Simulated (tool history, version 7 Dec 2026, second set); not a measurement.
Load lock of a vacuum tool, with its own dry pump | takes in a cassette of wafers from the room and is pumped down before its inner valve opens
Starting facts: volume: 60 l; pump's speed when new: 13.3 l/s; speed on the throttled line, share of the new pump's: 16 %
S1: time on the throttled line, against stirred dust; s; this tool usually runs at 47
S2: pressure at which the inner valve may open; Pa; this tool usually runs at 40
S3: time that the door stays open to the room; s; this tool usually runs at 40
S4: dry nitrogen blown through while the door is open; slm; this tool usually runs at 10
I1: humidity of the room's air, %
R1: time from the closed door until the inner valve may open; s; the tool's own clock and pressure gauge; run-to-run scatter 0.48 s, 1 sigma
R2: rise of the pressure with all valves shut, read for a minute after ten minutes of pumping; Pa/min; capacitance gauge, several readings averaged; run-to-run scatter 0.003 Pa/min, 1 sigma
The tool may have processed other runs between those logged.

| run | hour | S1 | S2 | S3 | S4 | I1 | R1 | R2 |
|---|---|---|---|---|---|---|---|---|
| 1 | 0.0 | 47 | 40 | 40 | 10 | 47.8 | 76.4 | 0.198 |
| 2 | 290.8 | 47 | 40 | 40 | 10 | 42.2 | 77.8 | 0.205 |
| 3 | 589.6 | 47 | 40 | 40 | 10 | 43.3 | 78.2 | 0.209 |
| 4 | 833.6 | 47 | 40 | 40 | 10 | 46.3 | 78.1 | 0.217 |
| 5 | 1036.1 | 47 | 40 | 40 | 10 | 47.5 | 77.4 | 0.219 |
| 6 | 1334.6 | 47 | 40 | 40 | 10 | 46.1 | 78.9 | 0.230 |
| 7 | 1647.5 | 47 | 40 | 40 | 10 | 44.9 | 78.1 | 0.234 |
| 8 | 1825.0 | 47 | 40 | 40 | 10 | 46.3 | 77.3 | 0.235 |
| 9 | 2217.8 | 47 | 40 | 70 | 10 | 42.5 | 77.9 | 0.251 |
| 10 | 2544.3 | 47 | 40 | 70 | 10 | 46.3 | 76.9 | 0.267 |
| 11 | 2891.4 | 47 | 40 | 40 | 10 | 42.0 | 78.2 | 0.256 |
| 12 | 3190.5 | 47 | 40 | 40 | 10 | 48.2 | 78.2 | 0.265 |
| 13 | 3545.5 | 47 | 40 | 40 | 10 | 43.7 | 77.6 | 0.267 |
| 14 | 3959.6 | 47 | 40 | 40 | 10 | 44.8 | 78.5 | 0.281 |
| 15 | 4150.7 | 47 | 40 | 40 | 10 | 47.5 | 78.0 | 0.293 |
| 16 | 4451.9 | 47 | 40 | 40 | 10 | 46.4 | 77.9 | 0.301 |
| 17 | 4734.2 | 83 | 40 | 40 | 10 | 50.2 | 107.9 | 0.293 |
| 18 | 4971.1 | 83 | 40 | 40 | 10 | 44.4 | 107.5 | 0.306 |
|  | 5158.3 | dry pump taken out, an overhauled one fitted |
| 19 | 5182.9 | 47 | 40 | 37 | 10 | 49.2 | 75.1 | 0.312 |
| 20 | 5477.1 | 47 | 72 | 159 | 7 | 45.4 | 72.4 | 0.359 |
| 21 | 5732.5 | 47 | 72 | 159 | 7 | 44.6 | 72.3 | 0.358 |
| 22 | 6122.3 | 28 | 71 | 40 | 10 | 48.5 | 56.6 | 0.335 |
| 23 | 6421.3 | 47 | 65 | 40 | 10 | 45.4 | 73.0 | 0.346 |
| 24 | 6677.5 | 47 | 48 | 40 | 10 | 43.2 | 74.7 | 0.349 |
| 25 | 6940.7 | 34 | 48 | 40 | 21 | 44.6 | 64.2 | 0.343 |
| 26 | 7234.5 | 47 | 40 | 26 | 24 | 43.8 | 75.1 | 0.343 |
| 27 | 7482.3 | 47 | 46 | 216 | 24 | 47.7 | 74.5 | 0.393 |
| 28 | 7875.6 | 57 | 40 | 40 | 10 | 42.4 | 83.9 | 0.380 |
| 29 | 8074.9 | 57 | 40 | 30 | 10 | 46.7 | 83.5 | 0.375 |
| 30 | 8350.8 | 36 | 32 | 30 | 10 | 44.9 | 67.6 | 0.381 |
| 31 | 8534.3 | 47 | 40 | 40 | 44 | 47.0 | 76.2 | 0.371 |
| 32 | 8790.5 | 47 | 41 | 165 | 44 | 42.1 | 76.1 | 0.407 |
| 33 | 9186.2 | 47 | 41 | 165 | 44 | 45.6 | 76.0 | 0.420 |
| 34 | 9599.6 | 47 | 40 | 40 | 10 | 45.2 | 76.4 | 0.418 |
| 35 | 9834.0 | 32 | 31 | 78 | 21 | 46.7 | 64.8 | 0.423 |
| 36 | 10204.9 | 55 | 40 | 39 | 10 | 46.6 | 82.1 | 0.432 |
| 37 | 10474.4 | 86 | 34 | 40 | 43 | 40.2 | 108.7 | 0.426 |

Hidden state or all else? Some run-to-run changes of R1, split into what the settings, what came in and random variation would give without the hidden state, and what is left for the hidden state (with any gauge scatter that isn't in both results):
Hidden state present: pump's speed, % of a new pump's; leak at the door's seal, Pa l/s; drift of the gauge itself on ready_s, %; drift of the gauge itself on rise_pa_min, %.
Run 5 -> 6: no setting touched and nothing written in the log between the runs. R1 +1.5 s: hidden state +0.2, all else +1.3.
Run 16 -> 17: S1 47 -> 83. R1 +30.0 s: hidden state -0.6, all else +30.6.
Run 18 -> 19: S1 83 -> 47, S3 40 -> 37, dry pump taken out, an overhauled one fitted. R1 -32.4 s: hidden state -2.3, all else -30.1.
Run 36 -> 37: S1 55 -> 86, S2 40 -> 34, S3 39 -> 40, S4 10 -> 43. R1 +26.6 s: hidden state -0.1, all else +26.7.
